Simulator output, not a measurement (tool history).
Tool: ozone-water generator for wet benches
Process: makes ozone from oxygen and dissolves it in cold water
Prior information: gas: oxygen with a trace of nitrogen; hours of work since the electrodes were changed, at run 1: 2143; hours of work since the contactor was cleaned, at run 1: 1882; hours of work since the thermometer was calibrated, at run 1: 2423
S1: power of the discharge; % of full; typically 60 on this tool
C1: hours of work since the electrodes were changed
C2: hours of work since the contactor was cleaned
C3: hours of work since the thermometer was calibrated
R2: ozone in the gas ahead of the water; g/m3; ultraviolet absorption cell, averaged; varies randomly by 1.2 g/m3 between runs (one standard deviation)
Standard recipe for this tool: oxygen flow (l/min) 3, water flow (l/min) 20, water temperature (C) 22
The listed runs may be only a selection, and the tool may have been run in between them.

Run 1, hour 0: usual settings; C1 2143; C2 1882; C3 2423. Result: dissolved ozone (ppm) 16.6, R2 208.7 g/m3.
Run 2, hour 105.3: usual settings; C1 2213; C2 1952; C3 2493. Result: dissolved ozone (ppm) 16.7, R2 206.4 g/m3.
Run 3, hour 235.9: usual settings; C1 2300; C2 2039; C3 2580. Result: dissolved ozone (ppm) 16.5, R2 207.9 g/m3.
Run 4, hour 362.1: usual settings but oxygen flow (l/min) 5.07; C1 2384; C2 2123; C3 2664. Result: dissolved ozone (ppm) 17.1, R2 156.2 g/m3.
Run 5, hour 447.2: usual settings but oxygen flow (l/min) 5.07; C1 2441; C2 2180; C3 2721. Result: dissolved ozone (ppm) 17.1, R2 155.1 g/m3.
Run 6, hour 526.5: usual settings but oxygen flow (l/min) 5.07; C1 2494; C2 2233; C3 2774. Result: dissolved ozone (ppm) 17.2, R2 155.8 g/m3.
Run 7, hour 628.4: usual settings but oxygen flow (l/min) 2.71; C1 2562; C2 2301; C3 2842. Result: dissolved ozone (ppm) 16.2, R2 217 g/m3.
At hour 640.4: contactor cleaned.
Run 8, hour 756.4: usual settings but S1 69 % of full; C1 2645; C2 77; C3 2925. Result: dissolved ozone (ppm) 18.5, R2 232.4 g/m3.
Run 9, hour 848.2: usual settings but S1 69 % of full; C1 2706; C2 139; C3 2986. Result: dissolved ozone (ppm) 18.1, R2 234.5 g/m3.
Run 10, hour 966.3: usual settings but S1 69 % of full; C1 2785; C2 217; C3 3065. Result: dissolved ozone (ppm) 18, R2 230.6 g/m3.
Run 11, hour 1054.8: usual settings but water flow (l/min) 13; C1 2844; C2 277; C3 3124. Result: dissolved ozone (ppm) 22.5, R2 206.3 g/m3.
Run 12, hour 1209.4: usual settings; C1 2947; C2 380; C3 3227. Result: dissolved ozone (ppm) 15.8, R2 204.6 g/m3.
At hour 1234.5: contactor cleaned, once more.
Run 13, hour 1328.5: usual settings; C1 3024; C2 63; C3 3304. Result: dissolved ozone (ppm) 16.6, R2 203.2 g/m3.
Run 14, hour 1397.2: usual settings but oxygen flow (l/min) 5.39, water flow (l/min) 14; C1 3070; C2 109; C3 3350. Result: dissolved ozone (ppm) 21.2, R2 149.6 g/m3.
Run 15, hour 1540.2: usual settings but S1 72 % of full, oxygen flow (l/min) 3.34; C1 3165; C2 204; C3 3445. Result: dissolved ozone (ppm) 19.1, R2 223.8 g/m3.
Run 16, hour 1665.6: usual settings but oxygen flow (l/min) 2.15, water temperature (C) 15; C1 3249; C2 288; C3 3529. Result: dissolved ozone (ppm) 16.5, R2 243.4 g/m3.
Run 17, hour 1804.4: usual settings but oxygen flow (l/min) 2.15, water temperature (C) 15; C1 3342; C2 380; C3 3622. Result: dissolved ozone (ppm) 16.4, R2 242.4 g/m3.
Run 18, hour 1911.9: usual settings but S1 75 % of full, oxygen flow (l/min) 2.08; C1 3413; C2 452; C3 3693. Result: dissolved ozone (ppm) 18.4, R2 294.5 g/m3.
Run 19, hour 1984.2: usual settings but oxygen flow (l/min) 5.25, water flow (l/min) 21; C1 3461; C2 500; C3 3741. Result: dissolved ozone (ppm) 15.8, R2 152.8 g/m3.
Run 20, hour 2066.8: usual settings but oxygen flow (l/min) 5.25, water flow (l/min) 21; C1 3517; C2 555; C3 3797. Result: dissolved ozone (ppm) 16.3, R2 150.3 g/m3.
Run 21, hour 2193: usual settings but water temperature (C) 24; C1 3601; C2 640; C3 3881. Result: dissolved ozone (ppm) 15.6, R2 201.2 g/m3.
Run 22, hour 2308: usual settings but S1 49 % of full, water flow (l/min) 16; C1 3678; C2 716; C3 3958. Result: dissolved ozone (ppm) 16, R2 168.1 g/m3.
Run 23, hour 2402.8: usual settings but S1 49 % of full, water flow (l/min) 27, water temperature (C) 21; C1 3741; C2 780; C3 4021. Result: dissolved ozone (ppm) 10.3, R2 168 g/m3.
Run 24, hour 2553.5: usual settings but oxygen flow (l/min) 3.98, water temperature (C) 15; C1 3841; C2 880; C3 4121. Result: dissolved ozone (ppm) 18.1, R2 173 g/m3.

Entry by entry between the runs, the difference in hidden state between the last listed run before and the first listed run after:
Logged between run 7 and run 8: contactor cleaned (hour 640.4)
  yield of the discharge, % of new electrodes': 93 -> 92.7; contactor's efficiency, % of a clean one's: 95.3 -> 92.4
  measured less the result without the state, dissolved ozone (ppm): -1.4 -> -2.1; R2: -14 -> -17.9 g/m3
Logged between run 12 and run 13: contactor cleaned, once more (hour 1234.5)
  yield of the discharge, % of new electrodes': 91.9 -> 91.7; contactor's efficiency, % of a clean one's: 91.8 -> 99.3; true water temperature over the reading, C: 0.13 -> 0.14
  measured less the result without the state, dissolved ozone (ppm): -1.8 -> -1.4; R2: -15.5 -> -15.7 g/m3
